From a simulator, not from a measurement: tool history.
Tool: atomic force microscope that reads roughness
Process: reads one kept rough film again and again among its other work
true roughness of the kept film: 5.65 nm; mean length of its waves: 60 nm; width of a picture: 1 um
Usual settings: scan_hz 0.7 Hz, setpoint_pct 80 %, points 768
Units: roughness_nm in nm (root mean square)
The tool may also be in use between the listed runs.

run	hour	scan_hz	setpoint_pct	points	roughness_nm
1	0	0.7	80	768	4.167
# hour 16.8: new tip fitted
2	76.5	0.7	68	768	4.887
3	156.4	0.7	80	768	4.446
4	215.8	1.203	80	768	4.073
5	270.8	1.527	80	768	3.814
6	309.8	1.527	80	768	3.756
# hour 317.8: new tip fitted
7	343.2	0.7	56	768	5.042
8	391.3	0.7	80	768	4.63
9	434.4	0.7	56	768	4.803
10	507.3	0.7	56	768	4.563
11	552.5	0.7	80	768	4.17
12	609.3	0.7	80	768	4.058
# hour 620: new tip fitted
13	669.5	0.7	80	768	4.695
14	744.6	0.7	73	768	4.555
15	781.8	0.7	62	768	4.594
16	818.1	0.7	62	768	4.492
17	856.1	1.231	56	768	4.337
18	897.8	1.569	64	768	4.108
# hour 921.4: new tip fitted
19	950.5	3.743	87	768	3.213

Run 20 comes next. What will it give?
# hour 958.9: height scale calibrated on a step standard
20	992.6	0.7	57	768	?

Run 20 gave roughness_nm 4.841 nm (root mean square).
Without the tool's hidden state the same run would have given roughness_nm 5.189 nm (root mean square).
